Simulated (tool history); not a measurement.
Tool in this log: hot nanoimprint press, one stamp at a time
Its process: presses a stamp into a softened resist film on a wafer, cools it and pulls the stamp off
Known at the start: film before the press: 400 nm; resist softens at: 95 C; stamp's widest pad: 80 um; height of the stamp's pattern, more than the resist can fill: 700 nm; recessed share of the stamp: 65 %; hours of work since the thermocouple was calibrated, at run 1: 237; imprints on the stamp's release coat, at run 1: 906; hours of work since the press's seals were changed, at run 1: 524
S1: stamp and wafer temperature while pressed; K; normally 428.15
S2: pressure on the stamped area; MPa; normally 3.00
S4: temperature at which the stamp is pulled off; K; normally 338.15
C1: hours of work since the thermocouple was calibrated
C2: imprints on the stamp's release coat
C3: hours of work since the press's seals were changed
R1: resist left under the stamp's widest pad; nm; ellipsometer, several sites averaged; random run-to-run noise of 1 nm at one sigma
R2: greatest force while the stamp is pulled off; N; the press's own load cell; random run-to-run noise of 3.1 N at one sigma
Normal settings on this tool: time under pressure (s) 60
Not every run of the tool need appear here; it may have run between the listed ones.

Run 1, hour 0.0: usual settings; C1 237; C2 906; C3 524. Result: R1 193.7 nm, R2 162 N.
Run 2, hour 28.4: usual settings; C1 251; C2 1022; C3 539. Result: R1 192.0 nm, R2 168 N.
Run 3, hour 58.9: usual settings; C1 267; C2 1146; C3 555. Result: R1 191.0 nm, R2 168 N.
Run 4, hour 104.3: usual settings; C1 291; C2 1330; C3 578. Result: R1 190.8 nm, R2 173 N.
At hour 117.1: plate thermocouple calibrated.
Run 5, hour 163.9: usual settings but S4 343.15 K; C1 24; C2 1560; C3 608. Result: R1 189.5 nm, R2 165 N.
Run 6, hour 220.2: usual settings but S4 343.15 K; C1 54; C2 1790; C3 638. Result: R1 189.4 nm, R2 169 N.
Run 7, hour 286.3: usual settings but S4 343.15 K; C1 89; C2 2058; C3 672. Result: R1 189.0 nm, R2 184 N.
At hour 311.1: stamp cleaned and given a new release coat.
Run 8, hour 323.8: usual settings; C1 105; C2 52; C3 689. Result: R1 188.0 nm, R2 150 N.
Run 9, hour 354.8: usual settings but S2 1.86 MPa; C1 121; C2 178; C3 705. Result: R1 239.3 nm, R2 151 N.
Run 10, hour 420.9: usual settings but S1 416.15 K, S2 1.86 MPa; C1 156; C2 447; C3 740. Result: R1 348.4 nm, R2 162 N.
Run 11, hour 466.2: usual settings but S2 4.00 MPa; C1 180; C2 631; C3 763. Result: R1 165.0 nm, R2 161 N.
Run 12, hour 524.9: usual settings but S2 4.00 MPa; C1 210; C2 870; C3 794. Result: R1 165.9 nm, R2 163 N.
Run 13, hour 572.8: usual settings; C1 236; C2 1065; C3 819. Result: R1 190.8 nm, R2 175 N.
Run 14, hour 627.2: usual settings; C1 264; C2 1286; C3 848. Result: R1 193.7 nm, R2 177 N.
At hour 690.1: plate thermocouple calibrated.
Run 15, hour 699.1: usual settings; C1 5; C2 1567; C3 884. Result: R1 189.6 nm, R2 182 N.
Run 16, hour 740.8: usual settings but S1 432.15 K, S4 332.15 K; C1 27; C2 1736; C3 906. Result: R1 158.3 nm, R2 202 N.
Run 17, hour 771.8: usual settings but S2 4.76 MPa, S4 345.15 K; C1 43; C2 1863; C3 922. Result: R1 148.4 nm, R2 173 N.
Run 18, hour 808.8: usual settings but S4 337.15 K; C1 62; C2 2013; C3 941. Result: R1 189.8 nm, R2 196 N.
At hour 847.8: stamp cleaned and given a new release coat.
Run 19, hour 878.5: usual settings but S1 435.15 K, S4 325.15 K; C1 96; C2 125; C3 975. Result: R1 138.7 nm, R2 185 N.
Run 20, hour 933.6: usual settings but S1 435.15 K, S2 1.86 MPa, time under pressure (s) 53; C1 124; C2 350; C3 1003. Result: R1 186.7 nm, R2 153 N.
Run 21, hour 962.9: usual settings but S1 436.15 K, S4 331.15 K; C1 140; C2 469; C3 1019. Result: R1 131.6 nm, R2 183 N.
Run 22, hour 1026.3: usual settings but S1 430.15 K, S2 2.73 MPa; C1 173; C2 727; C3 1052. Result: R1 183.5 nm, R2 167 N.
Run 23, hour 1078.9: usual settings but S1 431.15 K, S2 2.73 MPa, S4 325.15 K; C1 201; C2 941; C3 1080. Result: R1 175.6 nm, R2 206 N.
Run 24, hour 1119.0: usual settings but S1 431.15 K, S2 4.77 MPa, time under pressure (s) 58, S4 325.15 K; C1 222; C2 1104; C3 1101. Result: R1 132.4 nm, R2 209 N.
Run 25, hour 1149.9: usual settings but S1 431.15 K, S2 4.77 MPa, time under pressure (s) 58, S4 325.15 K; C1 238; C2 1229; C3 1117. Result: R1 133.0 nm, R2 217 N.
Run 26, hour 1184.4: usual settings but S1 431.15 K, S2 4.77 MPa, time under pressure (s) 58, S4 325.15 K; C1 256; C2 1370; C3 1135. Result: R1 133.7 nm, R2 214 N.
Run 27, hour 1251.8: usual settings but S1 440.15 K, S4 337.15 K; C1 291; C2 1644; C3 1170. Result: R1 111.6 nm, R2 187 N.
At hour 1262.4: plate thermocouple calibrated.
Run 28, hour 1314.0: usual settings but S1 440.15 K, S4 337.15 K; C1 27; C2 1885; C3 1201. Result: R1 110.0 nm, R2 194 N.
Run 29, hour 1351.1: usual settings but S1 440.15 K, S4 337.15 K; C1 46; C2 2036; C3 1221. Result: R1 109.6 nm, R2 199 N.

What if the next run were any one of these 4? Each begins from the tool's condition after run 29:
At hour 1385.4: stamp cleaned and given a new release coat.
Run A, hour 1397.7: usual settings but S1 436.15 K, S2 3.57 MPa, time under pressure (s) 107, S4 337.15 K; C1 68; C2 50; C3 1242. Result: R1 ?, R2 ?.
At hour 1385.4: stamp cleaned and given a new release coat.
Run B, hour 1397.7: usual settings but S1 440.15 K, time under pressure (s) 40, S4 331.15 K; C1 68; C2 50; C3 1242. Result: R1 ?, R2 ?.
At hour 1385.4: stamp cleaned and given a new release coat.
Run C, hour 1397.7: usual settings but S2 4.01 MPa, time under pressure (s) 33, S4 340.15 K; C1 68; C2 50; C3 1242. Result: R1 ?, R2 ?.
At hour 1385.4: stamp cleaned and given a new release coat.
Run D, hour 1397.7: usual settings but S1 440.15 K, S4 325.15 K; C1 68; C2 50; C3 1242. Result: R1 ?, R2 ?.

run     R1   R2
  A   97.0  154
  B  128.5  169
  C  200.6  148
  D  109.7  184
With the hidden condition removed and each run's random variation left untouched, the same runs would have given:
run     R1   R2
  A   94.0  152
  B  125.1  167
  C  194.6  147
  D  106.8  183
